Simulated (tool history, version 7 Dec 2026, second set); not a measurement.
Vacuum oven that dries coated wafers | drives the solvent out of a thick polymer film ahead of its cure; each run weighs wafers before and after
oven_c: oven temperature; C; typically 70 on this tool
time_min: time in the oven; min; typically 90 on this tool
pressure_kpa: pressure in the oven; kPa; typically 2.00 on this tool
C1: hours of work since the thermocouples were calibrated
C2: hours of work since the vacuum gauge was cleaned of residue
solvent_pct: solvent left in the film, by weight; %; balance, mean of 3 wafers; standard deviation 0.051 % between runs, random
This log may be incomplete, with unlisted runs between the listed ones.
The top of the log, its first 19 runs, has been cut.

Run 20, hour 332.0: usual settings but time_min 64 min; C1 498; C2 16. Result: solvent_pct 2.87 %.
Run 21, hour 355.3: usual settings but pressure_kpa 1.00 kPa; C1 512; C2 31. Result: solvent_pct 1.37 %.
Run 22, hour 367.0: usual settings but pressure_kpa 7.15 kPa; C1 519; C2 38. Result: solvent_pct 3.68 %.
Run 23, hour 387.8: usual settings but oven_c 65 C, pressure_kpa 4.22 kPa; C1 532; C2 50. Result: solvent_pct 3.83 %.
Run 24, hour 404.2: usual settings but oven_c 81 C, time_min 144 min; C1 542; C2 60. Result: solvent_pct 0.53 %.
Run 25, hour 421.5: usual settings but oven_c 81 C, time_min 144 min; C1 552; C2 71. Result: solvent_pct 0.56 %.
Run 26, hour 433.1: usual settings but time_min 112 min; C1 560; C2 78. Result: solvent_pct 1.25 %.
Run 27, hour 450.5: usual settings but oven_c 58 C, time_min 73 min, pressure_kpa 2.19 kPa; C1 570; C2 88. Result: solvent_pct 6.10 %.
Run 28, hour 477.1: usual settings but time_min 46 min, pressure_kpa 5.43 kPa; C1 586; C2 104. Result: solvent_pct 5.25 %.
Run 29, hour 492.9: usual settings but oven_c 81 C, time_min 50 min, pressure_kpa 5.04 kPa; C1 596; C2 114. Result: solvent_pct 2.16 %.
Run 30, hour 506.6: usual settings but pressure_kpa 7.31 kPa; C1 604; C2 122. Result: solvent_pct 3.87 %.
Run 31, hour 534.4: usual settings but oven_c 67 C, pressure_kpa 4.37 kPa; C1 621; C2 139. Result: solvent_pct 3.36 %.
Run 32, hour 562.1: usual settings but oven_c 67 C, pressure_kpa 4.37 kPa; C1 638; C2 156. Result: solvent_pct 3.26 %.
Run 33, hour 576.9: usual settings but oven_c 67 C, pressure_kpa 4.37 kPa; C1 647; C2 165. Result: solvent_pct 3.38 %.
Run 34, hour 595.0: usual settings but oven_c 67 C, time_min 109 min, pressure_kpa 4.03 kPa; C1 658; C2 176. Result: solvent_pct 2.80 %.
Run 35, hour 616.7: usual settings but oven_c 61 C, time_min 109 min, pressure_kpa 2.41 kPa; C1 671; C2 189. Result: solvent_pct 3.49 %.
Run 36, hour 644.8: usual settings but oven_c 81 C, time_min 149 min, pressure_kpa 2.73 kPa; C1 688; C2 206. Result: solvent_pct 0.80 %.
Run 37, hour 669.7: usual settings but oven_c 76 C, time_min 138 min, pressure_kpa 5.99 kPa; C1 703; C2 221. Result: solvent_pct 1.94 %.
Run 38, hour 685.3: usual settings but oven_c 57 C, time_min 120 min, pressure_kpa 4.51 kPa; C1 713; C2 231. Result: solvent_pct 5.55 %.
Run 39, hour 705.1: usual settings but oven_c 69 C, time_min 81 min, pressure_kpa 5.04 kPa; C1 725; C2 243. Result: solvent_pct 3.53 %.
Run 40, hour 726.8: usual settings but oven_c 55 C, time_min 100 min, pressure_kpa 3.36 kPa; C1 738; C2 256. Result: solvent_pct 6.34 %.
Run 41, hour 750.1: usual settings but oven_c 69 C, time_min 97 min, pressure_kpa 3.16 kPa; C1 752; C2 270. Result: solvent_pct 2.27 %.
Run 42, hour 776.4: usual settings but oven_c 69 C, time_min 97 min, pressure_kpa 3.16 kPa; C1 768; C2 286. Result: solvent_pct 2.31 %.
Run 43, hour 790.7: usual settings but oven_c 85 C, time_min 131 min, pressure_kpa 2.67 kPa; C1 777; C2 295. Result: solvent_pct 0.64 %.
Run 44, hour 803.9: usual settings but time_min 104 min, pressure_kpa 7.57 kPa; C1 785; C2 303. Result: solvent_pct 3.74 %.

Branching from run 44: 4 alternative next runs. What would each branch give?
Run A, hour 817.6: usual settings but oven_c 72 C, time_min 104 min, pressure_kpa 2.44 kPa; C1 793; C2 311. Result: solvent_pct ?.
Run B, hour 817.6: usual settings but oven_c 58 C, time_min 53 min, pressure_kpa 7.76 kPa; C1 793; C2 311. Result: solvent_pct ?.
Run C, hour 817.6: usual settings but oven_c 69 C, time_min 104 min; C1 793; C2 311. Result: solvent_pct ?.
Run D, hour 817.6: usual settings but time_min 104 min, pressure_kpa 2.34 kPa; C1 793; C2 311. Result: solvent_pct ?.

run  solvent_pct
  A         1.36
  B        10.28
  C         1.71
  D         1.70
Stripped of hidden state, with their random variation kept, the same runs would have yielded:
run  solvent_pct
  A         1.16
  B         9.68
  C         1.45
  D         1.46
